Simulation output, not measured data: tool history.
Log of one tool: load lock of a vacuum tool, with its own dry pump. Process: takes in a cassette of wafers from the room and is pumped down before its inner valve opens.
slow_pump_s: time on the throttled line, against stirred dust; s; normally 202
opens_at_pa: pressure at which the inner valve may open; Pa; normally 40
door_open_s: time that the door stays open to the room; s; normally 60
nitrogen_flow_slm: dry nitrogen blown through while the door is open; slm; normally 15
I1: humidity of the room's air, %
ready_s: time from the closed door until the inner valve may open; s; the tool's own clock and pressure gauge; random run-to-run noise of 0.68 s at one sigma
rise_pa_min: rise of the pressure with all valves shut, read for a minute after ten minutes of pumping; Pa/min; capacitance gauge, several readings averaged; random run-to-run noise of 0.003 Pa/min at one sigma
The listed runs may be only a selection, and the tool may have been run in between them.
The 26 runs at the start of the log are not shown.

run 27 hour=1988.7 | slow_pump_s=118 opens_at_pa=40 door_open_s=101 nitrogen_flow_slm=15 | I1=42.3 | ready_s=182.6 rise_pa_min=0.041
run 28 hour=2076.3 | slow_pump_s=118 opens_at_pa=79 door_open_s=47 nitrogen_flow_slm=15 | I1=45.0 | ready_s=175.9 rise_pa_min=0.030
run 29 hour=2158.9 | slow_pump_s=118 opens_at_pa=79 door_open_s=47 nitrogen_flow_slm=15 | I1=46.7 | ready_s=176.9 rise_pa_min=0.032
run 30 hour=2204.2 | slow_pump_s=329 opens_at_pa=52 door_open_s=205 nitrogen_flow_slm=22 | I1=46.8 | ready_s=373.0 rise_pa_min=0.047
run 31 hour=2281.7 | slow_pump_s=329 opens_at_pa=52 door_open_s=205 nitrogen_flow_slm=22 | I1=41.6 | ready_s=372.3 rise_pa_min=0.048
run 32 hour=2334.9 | slow_pump_s=202 opens_at_pa=40 door_open_s=34 nitrogen_flow_slm=15 | I1=44.1 | ready_s=259.3 rise_pa_min=0.029
run 33 hour=2434.8 | slow_pump_s=133 opens_at_pa=40 door_open_s=193 nitrogen_flow_slm=15 | I1=45.6 | ready_s=197.3 rise_pa_min=0.055
run 34 hour=2533.9 | slow_pump_s=215 opens_at_pa=58 door_open_s=60 nitrogen_flow_slm=15 | I1=42.5 | ready_s=267.1 rise_pa_min=0.036
run 35 hour=2609.1 | slow_pump_s=193 opens_at_pa=63 door_open_s=54 nitrogen_flow_slm=15 | I1=44.8 | ready_s=247.5 rise_pa_min=0.035
run 36 hour=2713.8 | slow_pump_s=193 opens_at_pa=63 door_open_s=54 nitrogen_flow_slm=15 | I1=42.7 | ready_s=247.0 rise_pa_min=0.040
run 37 hour=2784.1 | slow_pump_s=202 opens_at_pa=60 door_open_s=60 nitrogen_flow_slm=6 | I1=44.6 | ready_s=256.3 rise_pa_min=0.053
run 38 hour=2844.7 | slow_pump_s=202 opens_at_pa=60 door_open_s=60 nitrogen_flow_slm=6 | I1=49.1 | ready_s=255.3 rise_pa_min=0.052

Here are 3 independent what-if runs from the current tool condition. What would each one return?
run A hour=2932.0 | slow_pump_s=202 opens_at_pa=37 door_open_s=90 nitrogen_flow_slm=15 | I1=45.3 | ready_s=? rise_pa_min=?
run B hour=2932.0 | slow_pump_s=277 opens_at_pa=40 door_open_s=60 nitrogen_flow_slm=15 | I1=45.8 | ready_s=? rise_pa_min=?
run C hour=2932.0 | slow_pump_s=202 opens_at_pa=53 door_open_s=60 nitrogen_flow_slm=15 | I1=43.4 | ready_s=? rise_pa_min=?

run=A ready_s=261.1 rise_pa_min=0.048
run=B ready_s=327.6 rise_pa_min=0.038
run=C ready_s=257.1 rise_pa_min=0.038
With no hidden state in the tool, these same runs would have given:
run=A ready_s=251.1 rise_pa_min=0.023
run=B ready_s=318.8 rise_pa_min=0.014
run=C ready_s=247.7 rise_pa_min=0.014
